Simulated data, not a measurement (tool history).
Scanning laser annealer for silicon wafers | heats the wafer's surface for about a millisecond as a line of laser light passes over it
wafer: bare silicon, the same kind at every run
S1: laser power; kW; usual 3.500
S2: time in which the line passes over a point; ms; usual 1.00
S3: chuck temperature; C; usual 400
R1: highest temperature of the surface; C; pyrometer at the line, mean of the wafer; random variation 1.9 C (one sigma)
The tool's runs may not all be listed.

| run | hour | S1 | S2 | S3 | R1 |
|---|---|---|---|---|---|
| 1 | 0.0 | 3.500 | 1.00 | 400 | 1189 |
| 2 | 29.7 | 3.500 | 1.01 | 400 | 1189 |
| 3 | 43.6 | 3.500 | 0.87 | 400 | 1133 |
| 4 | 64.5 | 3.500 | 1.00 | 400 | 1182 |
| 5 | 77.1 | 3.500 | 1.00 | 397 | 1180 |
| 6 | 93.0 | 3.500 | 1.00 | 400 | 1184 |
| 7 | 122.4 | 3.500 | 1.00 | 400 | 1179 |
| 8 | 142.0 | 3.500 | 1.00 | 400 | 1178 |
| 9 | 161.9 | 3.500 | 1.00 | 400 | 1174 |
| 10 | 181.0 | 3.500 | 1.00 | 400 | 1178 |
| 11 | 196.8 | 3.500 | 1.00 | 400 | 1169 |
| 12 | 211.8 | 3.500 | 1.05 | 400 | 1190 |
| 13 | 238.5 | 3.500 | 1.05 | 400 | 1190 |
| 14 | 267.2 | 3.500 | 1.05 | 400 | 1192 |
| 15 | 296.2 | 3.500 | 1.05 | 400 | 1185 |
| 16 | 314.1 | 3.500 | 1.00 | 363 | 1124 |
| 17 | 336.7 | 3.500 | 1.00 | 363 | 1128 |
| 18 | 354.6 | 3.500 | 1.00 | 363 | 1123 |
| 19 | 384.3 | 3.500 | 1.00 | 411 | 1169 |
| 20 | 408.9 | 3.500 | 1.00 | 400 | 1201 |
| 21 | 430.0 | 3.500 | 1.00 | 400 | 1203 |
| 22 | 449.9 | 3.535 | 1.18 | 362 | 1242 |
| 23 | 478.1 | 3.757 | 1.04 | 375 | 1254 |
| 24 | 495.5 | 3.757 | 1.04 | 375 | 1251 |
| 25 | 518.0 | 3.757 | 0.93 | 408 | 1233 |
| 26 | 537.4 | 3.361 | 0.81 | 408 | 1089 |
| 27 | 552.0 | 3.361 | 0.81 | 408 | 1089 |
| 28 | 582.1 | 3.361 | 0.81 | 408 | 1091 |
| 29 | 609.5 | 3.361 | 0.81 | 408 | 1085 |
| 30 | 631.0 | 3.005 | 1.21 | 363 | 1104 |
| 31 | 647.1 | 3.005 | 1.21 | 363 | 1102 |
| 32 | 659.3 | 3.005 | 1.21 | 363 | 1102 |
| 33 | 686.3 | 3.637 | 1.13 | 438 | 1302 |
| 34 | 712.8 | 3.607 | 0.92 | 416 | 1185 |
| 35 | 742.4 | 3.500 | 0.82 | 375 | 1077 |
| 36 | 764.7 | 3.500 | 0.82 | 375 | 1076 |
| 37 | 784.7 | 3.535 | 1.02 | 414 | 1202 |
| 38 | 813.2 | 3.535 | 1.02 | 414 | 1201 |
| 39 | 837.6 | 3.472 | 1.02 | 414 | 1185 |
| 40 | 851.6 | 3.395 | 1.21 | 363 | 1182 |
| 41 | 867.1 | 3.626 | 0.75 | 400 | 1087 |

Not shown: 1 entry that the log had between the listed runs. Between which runs, and how does the tool's hidden state differ before and after?
Between runs 19 and 20: window over the wafer cleaned (hour 389.5)
  light that passes the window, % of a clean one's: 94.1 -> 99.54; width of the line over the set one, %: 1.46 -> 1.49
  measured less the result without the state, R1: -59 -> -14 C
